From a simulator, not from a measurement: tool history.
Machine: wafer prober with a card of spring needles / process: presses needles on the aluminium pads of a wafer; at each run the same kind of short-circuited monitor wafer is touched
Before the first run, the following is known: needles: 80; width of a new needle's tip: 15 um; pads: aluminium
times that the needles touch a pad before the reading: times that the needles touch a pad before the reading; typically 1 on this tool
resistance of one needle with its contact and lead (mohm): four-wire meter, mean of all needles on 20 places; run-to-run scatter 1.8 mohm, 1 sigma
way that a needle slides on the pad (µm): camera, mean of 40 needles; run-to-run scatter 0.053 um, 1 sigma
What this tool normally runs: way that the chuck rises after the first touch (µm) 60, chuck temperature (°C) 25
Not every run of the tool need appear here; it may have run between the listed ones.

run	hour	way that the chuck rises after the first touch (µm)	chuck temperature (°C)	times that the needles touch a pad before the reading	resistance of one needle with its contact and lead (mohm)	way that a needle slides on the pad (µm)
1	0	60	25	1	187	16.45
# hour 4.6: tips cleaned on abrasive film
# hour 9.3: tips cleaned on abrasive film
2	13.3	60	25	1	187	16.48
# hour 14.5: tips cleaned on abrasive film
# hour 19.4: tips cleaned on abrasive film
# hour 24.3: tips cleaned on abrasive film
3	28.3	60	25	2	190	16.36
# hour 29.4: tips cleaned on abrasive film
# hour 34.5: tips cleaned on abrasive film
# hour 39.4: tips cleaned on abrasive film
4	41.1	42	25	2	195	11.53
# hour 44.2: tips cleaned on abrasive film
# hour 49.9: tips cleaned on abrasive film
5	53.7	42	25	2	196	11.48
# hour 54.6: tips cleaned on abrasive film
# hour 59.7: tips cleaned on abrasive film
# hour 65: tips cleaned on abrasive film
6	66.1	42	25	2	190	11.58
# hour 70.7: tips cleaned on abrasive film
# hour 75.9: tips cleaned on abrasive film
7	77.5	42	25	2	192	11.61
# hour 80.7: tips cleaned on abrasive film
# hour 85.5: tips cleaned on abrasive film
8	85.5	42	25	2	196	11.51
# hour 90.4: tips cleaned on abrasive film
# hour 95.7: tips cleaned on abrasive film
9	95.9	42	25	2	189	11.64
# hour 101: tips cleaned on abrasive film
10	105	60	124	1	210	16.65
# hour 106.2: tips cleaned on abrasive film
# hour 111.9: tips cleaned on abrasive film
# hour 117.2: tips cleaned on abrasive film
11	120	60	124	1	207	16.76
# hour 122: tips cleaned on abrasive film
# hour 127.7: tips cleaned on abrasive film
12	127.9	80	25	1	185	22.27
# hour 133.4: tips cleaned on abrasive film
# hour 138.9: tips cleaned on abrasive film
13	141.4	60	25	1	188	16.71
# hour 143.7: tips cleaned on abrasive film
# hour 149.3: tips cleaned on abrasive film
14	150.7	78	86	1	199	21.75
# hour 154.4: tips cleaned on abrasive film
# hour 159.5: tips cleaned on abrasive film
15	161.7	60	34	1	189	16.68
# hour 164.3: tips cleaned on abrasive film
# hour 169.2: tips cleaned on abrasive film
16	169.2	60	34	1	193	16.75
# hour 174: tips cleaned on abrasive film
# hour 177.7: gauge calibrated
# hour 178.9: tips cleaned on abrasive film
17	181.7	60	27	1	189	16.22
# hour 184: tips cleaned on abrasive film
# hour 189.2: tips cleaned on abrasive film
# hour 194: tips cleaned on abrasive film
18	194.2	60	27	1	187	16.46
# hour 198.7: tips cleaned on abrasive film
19	203.1	63	35	1	194	17.31
# hour 203.8: tips cleaned on abrasive film
# hour 207.4: height of the first contact set anew
# hour 209.7: tips cleaned on abrasive film
20	212.3	63	35	1	190	17.18
# hour 214.9: tips cleaned on abrasive film
21	219.2	60	25	1	186	16.43
# hour 220.1: tips cleaned on abrasive film
# hour 225.7: tips cleaned on abrasive film
# hour 231.3: tips cleaned on abrasive film
22	231.8	49	35	1	196	13.49
# hour 236: tips cleaned on abrasive film
# hour 240.7: tips cleaned on abrasive film
23	244.4	48	25	1	194	13.23
# hour 246: tips cleaned on abrasive film
# hour 250.9: tips cleaned on abrasive film
# hour 255.7: tips cleaned on abrasive film
24	256	68	25	3	184	18.72
# hour 260.4: tips cleaned on abrasive film
# hour 266.2: tips cleaned on abrasive film
# hour 271.2: tips cleaned on abrasive film
25	271.2	68	25	3	187	18.86
# hour 276: tips cleaned on abrasive film
# hour 280.8: tips cleaned on abrasive film
26	282.4	67	30	2	188	18.62

5 options for the next run, each taken on its own from the tool as it stands now. Forecast them:
# hour 285.6: tips cleaned on abrasive film
# hour 290.8: tips cleaned on abrasive film
A	292.8	48	25	2	?	?
# hour 285.6: tips cleaned on abrasive film
# hour 290.8: tips cleaned on abrasive film
B	292.8	67	25	2	?	?
# hour 285.6: tips cleaned on abrasive film
# hour 290.8: tips cleaned on abrasive film
C	292.8	45	63	2	?	?
# hour 285.6: tips cleaned on abrasive film
# hour 290.8: tips cleaned on abrasive film
D	292.8	61	51	1	?	?
# hour 285.6: tips cleaned on abrasive film
# hour 290.8: tips cleaned on abrasive film
E	292.8	52	30	2	?	?

run	resistance of one needle with its contact and lead (mohm)	way that a needle slides on the pad (µm)
A	194	13.37
B	185	18.66
C	203	12.52
D	195	16.9
E	195	14.37
With no hidden state in the tool, these same runs would have given:
run	resistance of one needle with its contact and lead (mohm)	way that a needle slides on the pad (µm)
A	193	13.14
B	185	18.34
C	202	12.3
D	194	16.61
E	195	14.13
